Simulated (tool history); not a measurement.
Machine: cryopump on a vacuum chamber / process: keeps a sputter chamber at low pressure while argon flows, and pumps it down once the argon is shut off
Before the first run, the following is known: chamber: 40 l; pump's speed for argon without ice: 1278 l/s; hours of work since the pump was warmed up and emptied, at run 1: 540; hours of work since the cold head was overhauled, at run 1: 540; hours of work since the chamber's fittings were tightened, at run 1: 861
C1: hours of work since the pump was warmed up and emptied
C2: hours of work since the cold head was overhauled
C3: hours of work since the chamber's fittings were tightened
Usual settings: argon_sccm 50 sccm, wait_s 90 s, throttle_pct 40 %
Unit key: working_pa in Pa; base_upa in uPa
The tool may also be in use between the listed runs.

Run 1, hour 0.0: usual settings; C1 540; C2 540; C3 861. Result: working_pa 0.1799 Pa, base_upa 2.24 uPa.
Run 2, hour 17.8: usual settings; C1 555; C2 555; C3 876. Result: working_pa 0.1793 Pa, base_upa 2.29 uPa.
Run 3, hour 32.8: usual settings; C1 567; C2 567; C3 888. Result: working_pa 0.1796 Pa, base_upa 2.25 uPa.
Run 4, hour 50.9: usual settings; C1 581; C2 581; C3 903. Result: working_pa 0.1803 Pa, base_upa 2.39 uPa.
Run 5, hour 68.4: usual settings; C1 596; C2 596; C3 917. Result: working_pa 0.1820 Pa, base_upa 2.36 uPa.
Run 6, hour 86.1: usual settings but argon_sccm 21 sccm; C1 610; C2 610; C3 931. Result: working_pa 0.0773 Pa, base_upa 2.44 uPa.
Run 7, hour 112.3: usual settings but argon_sccm 99 sccm; C1 631; C2 631; C3 952. Result: working_pa 0.3618 Pa, base_upa 2.50 uPa.
Run 8, hour 137.9: usual settings but argon_sccm 99 sccm; C1 652; C2 652; C3 973. Result: working_pa 0.3640 Pa, base_upa 2.58 uPa.
Run 9, hour 154.1: usual settings but argon_sccm 51 sccm; C1 665; C2 665; C3 986. Result: working_pa 0.1861 Pa, base_upa 2.62 uPa.
Run 10, hour 174.8: usual settings; C1 682; C2 682; C3 1003. Result: working_pa 0.1835 Pa, base_upa 2.66 uPa.
Run 11, hour 190.2: usual settings; C1 694; C2 694; C3 1015. Result: working_pa 0.1856 Pa, base_upa 2.61 uPa.
Run 12, hour 209.0: usual settings; C1 709; C2 709; C3 1031. Result: working_pa 0.1852 Pa, base_upa 2.71 uPa.
Run 13, hour 226.8: usual settings; C1 724; C2 724; C3 1045. Result: working_pa 0.1856 Pa, base_upa 2.68 uPa.
Run 14, hour 251.9: usual settings; C1 744; C2 744; C3 1065. Result: working_pa 0.1861 Pa, base_upa 2.87 uPa.
Run 15, hour 272.4: usual settings; C1 761; C2 761; C3 1082. Result: working_pa 0.1879 Pa, base_upa 2.84 uPa.
At hour 295.7: pump warmed up, emptied and cooled again.
Run 16, hour 297.5: usual settings; C1 1; C2 777; C3 1098. Result: working_pa 0.1674 Pa, base_upa 2.29 uPa.
Run 17, hour 326.9: usual settings but throttle_pct 39 %; C1 25; C2 801; C3 1122. Result: working_pa 0.1702 Pa, base_upa 2.46 uPa.
Run 18, hour 350.0: usual settings but throttle_pct 39 %; C1 44; C2 819; C3 1141. Result: working_pa 0.1712 Pa, base_upa 2.45 uPa.
Run 19, hour 379.7: usual settings but throttle_pct 39 %; C1 68; C2 844; C3 1165. Result: working_pa 0.1716 Pa, base_upa 2.42 uPa.
Run 20, hour 408.4: usual settings but throttle_pct 39 %; C1 91; C2 867; C3 1188. Result: working_pa 0.1730 Pa, base_upa 2.54 uPa.
Run 21, hour 429.2: usual settings but argon_sccm 40 sccm, wait_s 221 s, throttle_pct 15 %; C1 108; C2 884; C3 1205. Result: working_pa 0.3578 Pa, base_upa 2.38 uPa.
At hour 450.3: leaking fittings of the chamber tightened, without venting.
Run 22, hour 453.7: usual settings but argon_sccm 40 sccm, wait_s 221 s, throttle_pct 15 %; C1 126; C2 902; C3 3. Result: working_pa 0.3563 Pa, base_upa 0.46 uPa.
Run 23, hour 476.6: usual settings but argon_sccm 32 sccm, throttle_pct 32 %; C1 145; C2 920; C3 21. Result: working_pa 0.1344 Pa, base_upa 0.66 uPa.
Run 24, hour 489.2: usual settings but argon_sccm 32 sccm, throttle_pct 18 %; C1 155; C2 931; C3 32. Result: working_pa 0.2365 Pa, base_upa 0.66 uPa.
Run 25, hour 510.8: usual settings but argon_sccm 55 sccm, wait_s 94 s; C1 173; C2 948; C3 49. Result: working_pa 0.1871 Pa, base_upa 0.65 uPa.
Run 26, hour 540.1: usual settings but argon_sccm 55 sccm, wait_s 94 s; C1 196; C2 972; C3 73. Result: working_pa 0.1886 Pa, base_upa 0.77 uPa.
Run 27, hour 569.4: usual settings but argon_sccm 55 sccm, wait_s 94 s; C1 220; C2 996; C3 96. Result: working_pa 0.1891 Pa, base_upa 0.75 uPa.
Run 28, hour 582.1: usual settings but argon_sccm 21 sccm, wait_s 191 s; C1 230; C2 1006; C3 107. Result: working_pa 0.0731 Pa, base_upa 0.63 uPa.
Run 29, hour 596.7: usual settings but argon_sccm 21 sccm, wait_s 191 s; C1 242; C2 1018; C3 119. Result: working_pa 0.0731 Pa, base_upa 0.66 uPa.
Run 30, hour 619.3: usual settings but argon_sccm 51 sccm, wait_s 27 s; C1 260; C2 1036; C3 137. Result: working_pa 0.1766 Pa, base_upa 1.63 uPa.
Run 31, hour 639.5: usual settings but argon_sccm 51 sccm, wait_s 26 s, throttle_pct 44 %; C1 277; C2 1052; C3 153. Result: working_pa 0.1605 Pa, base_upa 1.69 uPa.
Run 32, hour 665.0: usual settings but argon_sccm 51 sccm, wait_s 26 s, throttle_pct 44 %; C1 297; C2 1073; C3 174. Result: working_pa 0.1592 Pa, base_upa 1.73 uPa.
Run 33, hour 685.5: usual settings but argon_sccm 51 sccm, wait_s 42 s, throttle_pct 16 %; C1 314; C2 1090; C3 190. Result: working_pa 0.4286 Pa, base_upa 1.35 uPa.

5 ways to go on from here, each from the tool as it stands after run 33. What would each give?
Run A, hour 704.3: usual settings but argon_sccm 40 sccm, wait_s 42 s, throttle_pct 43 %; C1 329; C2 1105; C3 206. Result: working_pa ?, base_upa ?.
Run B, hour 704.3: usual settings but argon_sccm 34 sccm, wait_s 37 s, throttle_pct 44 %; C1 329; C2 1105; C3 206. Result: working_pa ?, base_upa ?.
Run C, hour 704.3: usual settings but argon_sccm 54 sccm; C1 329; C2 1105; C3 206. Result: working_pa ?, base_upa ?.
Run D, hour 704.3: usual settings but argon_sccm 24 sccm, wait_s 127 s, throttle_pct 34 %; C1 329; C2 1105; C3 206. Result: working_pa ?, base_upa ?.
Run E, hour 704.3: usual settings but wait_s 80 s; C1 329; C2 1105; C3 206. Result: working_pa ?, base_upa ?.

run  working_pa  base_upa
  A      0.1309      1.35
  B      0.1087      1.49
  C      0.1904      0.95
  D      0.0970      0.90
  E      0.1742      1.04
Stripped of hidden state, with their random variation kept, the same runs would have yielded:
run  working_pa  base_upa
  A      0.1232      0.94
  B      0.1022      1.07
  C      0.1800      0.54
  D      0.0924      0.48
  E      0.1647      0.63
